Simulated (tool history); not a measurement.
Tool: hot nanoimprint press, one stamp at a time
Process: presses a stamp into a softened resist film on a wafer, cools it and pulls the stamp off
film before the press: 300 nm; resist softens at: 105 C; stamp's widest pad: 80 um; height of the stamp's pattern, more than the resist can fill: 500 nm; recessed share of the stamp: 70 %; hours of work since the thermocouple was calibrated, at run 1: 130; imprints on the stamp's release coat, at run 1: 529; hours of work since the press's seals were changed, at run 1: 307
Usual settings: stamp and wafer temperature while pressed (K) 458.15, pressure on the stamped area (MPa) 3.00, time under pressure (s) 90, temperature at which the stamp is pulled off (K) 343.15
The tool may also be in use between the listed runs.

run   hour  stamp and wafer temperature while pressed (K)  pressure on the stamped area (MPa)  time under pressure (s)  temperature at which the stamp is pulled off (K)  hours of work since the thermocouple was calibrated  imprints on the stamp's release coat  hours of work since the press's seals were changed  resist left under the stamp's widest pad (nm)  greatest force while the stamp is pulled off (N)
  1    0.0                                         458.15                                3.00                       90                                            343.15                                                  130                                   529                                                 307                                          147.3                                               212
  2   16.6                                         458.15                                3.00                       90                                            343.15                                                  141                                   613                                                 317                                          147.5                                               226
      32.2  -- stamp cleaned and given a new release coat
  3   42.7                                         458.15                                3.00                       90                                            333.15                                                  154                                    52                                                 331                                          147.6                                               242
  4   61.7                                         458.15                                3.00                       90                                            333.15                                                  166                                   148                                                 343                                          147.2                                               236
  5   82.1                                         458.15                                3.00                       90                                            333.15                                                  179                                   251                                                 356                                          147.3                                               253
  6  101.4                                         458.15                                3.00                       90                                            333.15                                                  192                                   349                                                 369                                          147.2                                               256
  7  115.0                                         458.15                                3.00                       98                                            333.15                                                  201                                   417                                                 378                                          143.4                                               276
  8  128.4                                         458.15                                3.00                       98                                            333.15                                                  210                                   485                                                 386                                          143.2                                               262
  9  141.2                                         458.15                                3.00                       98                                            333.15                                                  218                                   550                                                 395                                          143.8                                               275
 10  158.0                                         460.15                                3.00                       98                                            333.15                                                  229                                   634                                                 406                                          136.2                                               281
     169.1  -- stamp cleaned and given a new release coat
 11  175.2                                         458.15                                3.00                       67                                            343.15                                                  236                                    31                                                 413                                          161.7                                               183
     180.0  -- plate thermocouple calibrated
 12  187.4                                         458.15                                3.00                       90                                            343.15                                                    5                                    77                                                 419                                          146.8                                               184
 13  199.4                                         458.15                                3.00                       90                                            343.15                                                   13                                   138                                                 427                                          147.2                                               187
 14  211.2                                         450.15                                1.91                      129                                            329.15                                                   20                                   198                                                 435                                          197.6                                               264
     229.0  -- plate thermocouple calibrated, once more
 15  235.1                                         450.15                                1.91                      129                                            329.15                                                    4                                   303                                                 448                                          198.5                                               285
 16  253.9                                         450.15                                1.91                      129                                            329.15                                                   16                                   398                                                 460                                          198.3                                               293
 17  268.6                                         450.15                                1.91                      129                                            329.15                                                   26                                   473                                                 470                                          197.7                                               295
 18  277.9                                         450.15                                1.91                      129                                            329.15                                                   32                                   520                                                 476                                          198.0                                               301
 19  289.6                                         470.15                                4.09                      165                                            335.15                                                   40                                   579                                                 484                                           74.5                                               273
     312.2  -- stamp cleaned and given a new release coat
 20  312.2                                         458.15                                3.55                       74                                            343.15                                                   50                                     0                                                 495                                          143.9                                               182
 21  332.9                                         468.15                                1.92                       97                                            346.15                                                   64                                   105                                                 508                                          144.4                                               167
 22  347.2                                         458.15                                1.89                       90                                            340.15                                                   73                                   177                                                 517                                          183.9                                               206
 23  367.6                                         458.15                                1.89                       90                                            340.15                                                   86                                   280                                                 531                                          184.6                                               206
 24  385.4                                         458.15                                3.02                       90                                            346.15                                                   98                                   370                                                 542                                          146.4                                               184
 25  402.6                                         458.15                                1.93                       90                                            343.15                                                  109                                   457                                                 554                                          182.8                                               205

Forecast each of these 4 alternatives for the next run:
  A  417.3                                         458.15                                3.00                      159                                            343.15                                                  119                                   531                                                 563                                              ?                                                 ?
  B  417.3                                         465.15                                1.93                       90                                            343.15                                                  119                                   531                                                 563                                              ?                                                 ?
  C  417.3                                         468.15                                3.00                      133                                            334.15                                                  119                                   531                                                 563                                              ?                                                 ?
  D  417.3                                         458.15                                2.96                       90                                            330.15                                                  119                                   531                                                 563                                              ?                                                 ?

run  resist left under the stamp's widest pad (nm)  greatest force while the stamp is pulled off (N)
  A                                          122.1                                               208
  B                                          157.1                                               211
  C                                          101.1                                               268
  D                                          147.7                                               277
Without the tool's hidden state the same runs would have given:
run  resist left under the stamp's widest pad (nm)  greatest force while the stamp is pulled off (N)
  A                                          121.3                                               182
  B                                          156.8                                               184
  C                                          100.3                                               233
  D                                          146.8                                               242

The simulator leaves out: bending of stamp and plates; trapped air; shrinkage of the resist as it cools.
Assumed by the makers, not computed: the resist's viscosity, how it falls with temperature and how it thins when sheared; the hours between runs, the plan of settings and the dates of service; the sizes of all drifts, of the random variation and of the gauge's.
